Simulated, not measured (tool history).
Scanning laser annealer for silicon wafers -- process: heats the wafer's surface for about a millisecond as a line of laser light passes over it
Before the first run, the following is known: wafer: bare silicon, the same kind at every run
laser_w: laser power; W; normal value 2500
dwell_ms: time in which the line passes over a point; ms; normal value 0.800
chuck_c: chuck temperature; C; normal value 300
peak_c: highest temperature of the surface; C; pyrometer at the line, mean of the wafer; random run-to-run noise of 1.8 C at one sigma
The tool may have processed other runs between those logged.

{"run": 1, "hour": 0.0, "laser_w": 2500, "dwell_ms": 0.8, "chuck_c": 300, "peak_c": 992}
{"run": 2, "hour": 56.1, "laser_w": 2500, "dwell_ms": 0.8, "chuck_c": 300, "peak_c": 987}
{"run": 3, "hour": 127.7, "laser_w": 2500, "dwell_ms": 0.8, "chuck_c": 300, "peak_c": 989}
{"run": 4, "hour": 178.4, "laser_w": 2500, "dwell_ms": 0.8, "chuck_c": 300, "peak_c": 983}
{"run": 5, "hour": 249.4, "laser_w": 2500, "dwell_ms": 0.8, "chuck_c": 300, "peak_c": 981}
{"run": 6, "hour": 287.1, "laser_w": 2500, "dwell_ms": 0.8, "chuck_c": 300, "peak_c": 977}
{"run": 7, "hour": 378.7, "laser_w": 2500, "dwell_ms": 0.8, "chuck_c": 300, "peak_c": 973}
{"run": 8, "hour": 416.1, "laser_w": 2278, "dwell_ms": 0.916, "chuck_c": 279, "peak_c": 914}
{"hour": 448.5, "done": "window over the wafer cleaned"}
{"run": 9, "hour": 478.4, "laser_w": 2671, "dwell_ms": 0.902, "chuck_c": 281, "peak_c": 1076}
{"run": 10, "hour": 532.5, "laser_w": 2155, "dwell_ms": 0.8, "chuck_c": 302, "peak_c": 875}
{"run": 11, "hour": 592.8, "laser_w": 2500, "dwell_ms": 0.841, "chuck_c": 276, "peak_c": 978}

Run 12 has not been measured yet. What should we expect?
{"run": 12, "hour": 630.4, "laser_w": 2174, "dwell_ms": 0.8, "chuck_c": 300, "peak_c": "?"}

{"run 12": {"peak_c": 875}}
Were there no unlogged condition in the tool, this run, its random variation unchanged, would have produced peak_c 896 C.
